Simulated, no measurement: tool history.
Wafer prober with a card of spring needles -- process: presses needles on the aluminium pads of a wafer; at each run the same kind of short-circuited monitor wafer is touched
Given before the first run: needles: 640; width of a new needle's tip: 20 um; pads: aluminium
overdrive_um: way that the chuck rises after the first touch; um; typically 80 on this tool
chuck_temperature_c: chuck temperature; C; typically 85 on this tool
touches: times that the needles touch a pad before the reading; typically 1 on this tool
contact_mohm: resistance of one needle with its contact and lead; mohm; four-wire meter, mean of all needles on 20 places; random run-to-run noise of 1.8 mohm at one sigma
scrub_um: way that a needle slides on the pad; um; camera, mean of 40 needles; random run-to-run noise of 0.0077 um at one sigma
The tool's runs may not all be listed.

run 1 hour=0 | overdrive_um=80 chuck_temperature_c=85 touches=1 | contact_mohm=192 scrub_um=14.228
-- hour=9.5 tips cleaned on abrasive film
-- hour=9.8 height of the first contact set anew
-- hour=26.2 tips cleaned on abrasive film
run 2 hour=31.5 | overdrive_um=66 chuck_temperature_c=85 touches=1 | contact_mohm=199 scrub_um=11.727
-- hour=42.4 tips cleaned on abrasive film
-- hour=60 tips cleaned on abrasive film
-- hour=75.3 tips cleaned on abrasive film
run 3 hour=75.3 | overdrive_um=66 chuck_temperature_c=85 touches=1 | contact_mohm=196 scrub_um=11.724
-- hour=91.2 tips cleaned on abrasive film
-- hour=108.2 tips cleaned on abrasive film
-- hour=123.6 tips cleaned on abrasive film
run 4 hour=127.6 | overdrive_um=66 chuck_temperature_c=85 touches=1 | contact_mohm=196 scrub_um=11.705
-- hour=130 height of the first contact set anew
-- hour=142 tips cleaned on abrasive film
-- hour=157.4 tips cleaned on abrasive film
run 5 hour=165.1 | overdrive_um=66 chuck_temperature_c=85 touches=1 | contact_mohm=200 scrub_um=11.714
-- hour=175.6 tips cleaned on abrasive film
run 6 hour=190.2 | overdrive_um=80 chuck_temperature_c=85 touches=1 | contact_mohm=194 scrub_um=14.178
-- hour=193.8 tips cleaned on abrasive film
-- hour=210.4 tips cleaned on abrasive film
run 7 hour=212.4 | overdrive_um=80 chuck_temperature_c=85 touches=1 | contact_mohm=192 scrub_um=14.19
-- hour=227.8 tips cleaned on abrasive film
-- hour=245.8 tips cleaned on abrasive film
-- hour=249.8 height of the first contact set anew
run 8 hour=258 | overdrive_um=95 chuck_temperature_c=50 touches=3 | contact_mohm=186 scrub_um=16.834
-- hour=261.9 tips cleaned on abrasive film
-- hour=278.2 tips cleaned on abrasive film
-- hour=296.6 tips cleaned on abrasive film
run 9 hour=303.1 | overdrive_um=78 chuck_temperature_c=95 touches=2 | contact_mohm=195 scrub_um=13.795
-- hour=312.7 tips cleaned on abrasive film
-- hour=329.6 tips cleaned on abrasive film
run 10 hour=340.2 | overdrive_um=69 chuck_temperature_c=85 touches=1 | contact_mohm=197 scrub_um=12.194
-- hour=347 tips cleaned on abrasive film
-- hour=363.3 tips cleaned on abrasive film
-- hour=370.9 height of the first contact set anew
-- hour=382.2 tips cleaned on abrasive film
run 11 hour=388.3 | overdrive_um=66 chuck_temperature_c=52 touches=3 | contact_mohm=190 scrub_um=11.663
-- hour=398.5 tips cleaned on abrasive film
-- hour=413.9 tips cleaned on abrasive film
run 12 hour=413.9 | overdrive_um=74 chuck_temperature_c=73 touches=2 | contact_mohm=191 scrub_um=13.068
-- hour=430.4 tips cleaned on abrasive film
run 13 hour=440.2 | overdrive_um=75 chuck_temperature_c=70 touches=3 | contact_mohm=194 scrub_um=13.249

4 ways to go on from here, each from the tool as it stands after run 13. What would each give?
-- hour=446.9 tips cleaned on abrasive film
-- hour=462.9 tips cleaned on abrasive film
run A hour=463.4 | overdrive_um=70 chuck_temperature_c=85 touches=2 | contact_mohm=? scrub_um=?
-- hour=446.9 tips cleaned on abrasive film
-- hour=462.9 tips cleaned on abrasive film
run B hour=463.4 | overdrive_um=61 chuck_temperature_c=58 touches=2 | contact_mohm=? scrub_um=?
-- hour=446.9 tips cleaned on abrasive film
-- hour=462.9 tips cleaned on abrasive film
run C hour=463.4 | overdrive_um=81 chuck_temperature_c=89 touches=3 | contact_mohm=? scrub_um=?
-- hour=446.9 tips cleaned on abrasive film
-- hour=462.9 tips cleaned on abrasive film
run D hour=463.4 | overdrive_um=61 chuck_temperature_c=36 touches=2 | contact_mohm=? scrub_um=?

run=A contact_mohm=198 scrub_um=12.356
run=B contact_mohm=196 scrub_um=10.768
run=C contact_mohm=197 scrub_um=14.299
run=D contact_mohm=188 scrub_um=10.752
Without the tool's unlogged condition, the same runs would have read:
run=A contact_mohm=198 scrub_um=12.448
run=B contact_mohm=196 scrub_um=10.848
run=C contact_mohm=197 scrub_um=14.405
run=D contact_mohm=188 scrub_um=10.832

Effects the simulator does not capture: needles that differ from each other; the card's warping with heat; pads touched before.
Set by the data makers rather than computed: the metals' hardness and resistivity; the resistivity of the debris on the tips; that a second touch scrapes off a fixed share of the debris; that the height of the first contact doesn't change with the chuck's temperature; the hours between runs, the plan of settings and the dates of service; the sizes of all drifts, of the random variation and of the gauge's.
